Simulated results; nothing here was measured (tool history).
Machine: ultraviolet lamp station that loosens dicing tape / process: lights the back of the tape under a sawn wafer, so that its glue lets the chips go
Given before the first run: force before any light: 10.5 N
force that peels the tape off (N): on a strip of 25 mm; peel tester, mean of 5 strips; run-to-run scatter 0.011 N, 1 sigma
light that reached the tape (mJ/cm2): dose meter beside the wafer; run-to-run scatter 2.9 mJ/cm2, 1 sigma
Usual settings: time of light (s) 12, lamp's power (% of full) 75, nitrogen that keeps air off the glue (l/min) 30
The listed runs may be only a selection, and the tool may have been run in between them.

run,hour,time of light (s),lamp's power (% of full),nitrogen that keeps air off the glue (l/min),force that peels the tape off (N),light that reached the tape (mJ/cm2)
1,0,12,75,30,0.596,390
2,7.3,12,75,30,0.592,392
3,15.3,12,75,9,1.552,382
4,24.3,12,75,9,1.61,387
5,33.9,12,75,23,0.755,384
6,42.6,12,75,30,0.631,386
7,47.5,12,75,30,0.625,384
8,52.8,12,97,18,0.532,491
9,62.6,7,67,26,2.296,197
10,66.7,7,92,26,1.346,275
11,72.6,7,77,17,2.339,226
12,79.5,7,77,17,2.381,228

Forecast each of these 5 alternatives for the next run:
A,87.7,8,60,36,?,?
B,87.7,17,84,34,?,?
C,87.7,12,75,27,?,?
D,87.7,6,76,11,?,?
E,87.7,12,75,49,?,?

run,force that peels the tape off (N),light that reached the tape (mJ/cm2)
A,1.935,207
B,0.235,600
C,0.694,380
D,3.576,191
E,0.446,386
With the hidden condition removed and each run's random variation left untouched, the same runs would have given:
run,force that peels the tape off (N),light that reached the tape (mJ/cm2)
A,1.682,225
B,0.214,653
C,0.576,413
D,3.27,208
E,0.373,420

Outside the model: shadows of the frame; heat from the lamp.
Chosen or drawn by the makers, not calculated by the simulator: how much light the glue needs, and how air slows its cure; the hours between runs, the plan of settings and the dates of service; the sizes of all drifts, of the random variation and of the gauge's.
